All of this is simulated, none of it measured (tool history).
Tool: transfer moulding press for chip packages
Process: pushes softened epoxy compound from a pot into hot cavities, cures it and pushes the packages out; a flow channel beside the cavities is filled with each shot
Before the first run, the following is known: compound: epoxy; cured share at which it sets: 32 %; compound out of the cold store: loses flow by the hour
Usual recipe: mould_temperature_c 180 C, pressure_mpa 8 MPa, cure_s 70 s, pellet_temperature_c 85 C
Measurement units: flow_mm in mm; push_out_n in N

run	hour	mould_temperature_c	pressure_mpa	cure_s	pellet_temperature_c	incoming compound's hours out of the cold store	flow_mm	push_out_n
1	0	180	8	70	85	39.2	726	306
# hour 17.5: cavities cleaned with cleaning compound and waxed
2	63.5	180	8	70	85	31.5	740	317
# hour 114.7: cavities cleaned with cleaning compound and waxed
3	115.8	180	8	81	85	16.9	773	285
4	186.3	180	8	70	85	28.8	753	310
# hour 213.2: cavities cleaned with cleaning compound and waxed
5	258.4	180	8	70	85	23.4	748	316
# hour 311.1: cavities cleaned with cleaning compound and waxed
6	339	180	8	58	85	21.1	773	436
7	400.2	180	8	58	85	17.3	775	458
# hour 408: cavities cleaned with cleaning compound and waxed
8	481.8	180	8	58	85	8.5	794	441
# hour 510.4: cavities cleaned with cleaning compound and waxed
9	546.4	180	8	58	85	46.5	701	411
# hour 608.9: cavities cleaned with cleaning compound and waxed
10	621.1	180	8	58	85	14.3	783	424
# hour 645.1: plunger's sealing rings changed
11	666.7	174	8	70	85	15	817	441
# hour 710.7: cavities cleaned with cleaning compound and waxed
12	729.6	174	8	70	85	43.3	742	427
13	783.5	174	8	70	85	22.9	791	426
# hour 807.4: cavities cleaned with cleaning compound and waxed
14	859.8	174	8	70	85	19.1	804	429
# hour 907: cavities cleaned with cleaning compound and waxed
15	907.3	185	8	70	85	38.2	709	284
16	945.9	185	8	70	85	16	769	293
17	989.6	185	8	70	85	26	739	284
# hour 1008.8: cavities cleaned with cleaning compound and waxed
18	1057	185	8	70	95	22.1	750	276
# hour 1108.6: cavities cleaned with cleaning compound and waxed
19	1121.7	183	7.63	55	95	13.1	755	384
20	1172.8	183	7.63	55	95	11.6	755	400
# hour 1205.9: cavities cleaned with cleaning compound and waxed
21	1246.7	183	7.63	55	95	27.4	720	371
# hour 1292.6: plunger's sealing rings changed
22	1301	179	7.63	54	88	13.4	778	546
# hour 1306.8: cavities cleaned with cleaning compound and waxed
# hour 1336.5: mould's thermocouples calibrated
23	1360.7	172	7.12	70	92	12.7	785	527
# hour 1412.5: cavities cleaned with cleaning compound and waxed
24	1439.5	180	7.08	70	76	46.6	661	325
25	1497.7	176	8	78	85	19.9	785	342
# hour 1510: cavities cleaned with cleaning compound and waxed
26	1551.5	174	7.29	70	89	36.4	716	432
# hour 1609.7: cavities cleaned with cleaning compound and waxed
27	1609.7	174	6.8	79	85	45.9	678	350

Consider 4 possible next runs. They are alternatives, not a sequence: every one starts from the tool as it was left by run 27. What does each give?
A	1676.8	179	7.32	94	85	28.2	?	?
B	1676.8	182	8	70	85	12.5	?	?
C	1676.8	182	8.55	79	85	24	?	?
D	1676.8	184	6.09	79	85	33.7	?	?

run	flow_mm	push_out_n
A	721	281
B	782	311
C	786	303
D	628	276
Stripped of hidden state, with their random variation kept, the same runs would have yielded:
run	flow_mm	push_out_n
A	721	278
B	783	308
C	787	300
D	628	274
